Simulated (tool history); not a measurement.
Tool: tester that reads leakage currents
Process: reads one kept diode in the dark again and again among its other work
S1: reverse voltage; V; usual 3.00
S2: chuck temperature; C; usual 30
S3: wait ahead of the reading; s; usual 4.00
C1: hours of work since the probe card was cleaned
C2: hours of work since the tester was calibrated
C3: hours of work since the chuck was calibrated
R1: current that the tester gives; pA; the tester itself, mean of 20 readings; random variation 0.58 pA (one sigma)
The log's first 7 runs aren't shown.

Run 8, hour 385.7: usual settings but S2 37 C; C1 2399; C2 759; C3 752. Result: R1 314.00 pA.
Run 9, hour 428.5: usual settings but S2 37 C; C1 2423; C2 783; C3 777. Result: R1 312.52 pA.
Run 10, hour 491.3: usual settings but S2 37 C; C1 2459; C2 819; C3 812. Result: R1 310.84 pA.
Run 11, hour 531.6: usual settings but S1 13.88 V, S2 37 C; C1 2481; C2 842; C3 835. Result: R1 677.06 pA.
Run 12, hour 576.6: usual settings but S1 9.16 V; C1 2507; C2 867; C3 861. Result: R1 327.52 pA.
Run 13, hour 626.0: usual settings; C1 2535; C2 895; C3 889. Result: R1 184.92 pA.
Run 14, hour 698.7: usual settings but S1 8.03 V; C1 2576; C2 937; C3 930. Result: R1 304.02 pA.
Run 15, hour 739.2: usual settings but S1 8.03 V, S2 31 C; C1 2599; C2 960; C3 953. Result: R1 327.04 pA.
Run 16, hour 783.6: usual settings but S1 8.03 V, S2 31 C; C1 2624; C2 985; C3 978. Result: R1 326.49 pA.
Run 17, hour 848.6: usual settings but S1 13.64 V; C1 2661; C2 1022; C3 1015. Result: R1 401.35 pA.
Run 18, hour 888.0: usual settings but S3 8.29 s; C1 2684; C2 1044; C3 1037. Result: R1 181.64 pA.
Run 19, hour 958.8: usual settings but S2 33 C, S3 8.29 s; C1 2724; C2 1084; C3 1078. Result: R1 228.84 pA.
Run 20, hour 1011.2: usual settings but S2 33 C, S3 8.29 s; C1 2754; C2 1114; C3 1107. Result: R1 225.64 pA.
Run 21, hour 1070.6: usual settings but S2 46 C, S3 8.36 s; C1 2787; C2 1148; C3 1141. Result: R1 579.27 pA.
Run 22, hour 1110.5: usual settings but S1 7.93 V, S2 32 C, S3 1.28 s; C1 2810; C2 1170; C3 1164. Result: R1 346.32 pA.
Run 23, hour 1165.2: usual settings but S2 32 C, S3 5.45 s; C1 2841; C2 1201; C3 1195. Result: R1 208.76 pA.
Run 24, hour 1248.8: usual settings but S1 3.31 V, S2 32 C, S3 0.74 s; C1 2888; C2 1249; C3 1242. Result: R1 220.03 pA.
At hour 1268.2: chuck's temperature calibrated.
Run 25, hour 1306.3: usual settings but S1 3.31 V, S2 32 C, S3 0.74 s; C1 2920; C2 1280; C3 22. Result: R1 240.53 pA.
Run 26, hour 1386.2: usual settings but S1 3.05 V, S3 1.17 s; C1 2965; C2 1326; C3 67. Result: R1 197.87 pA.

The next listed run, before its measurement:
Run 27, hour 1443.6: usual settings but S1 3.05 V, S3 1.17 s; C1 2998; C2 1358; C3 100. Result: R1 ?.

R1: 196.75 pA
Without the tool's hidden state the same run would have given R1 193.46 pA.

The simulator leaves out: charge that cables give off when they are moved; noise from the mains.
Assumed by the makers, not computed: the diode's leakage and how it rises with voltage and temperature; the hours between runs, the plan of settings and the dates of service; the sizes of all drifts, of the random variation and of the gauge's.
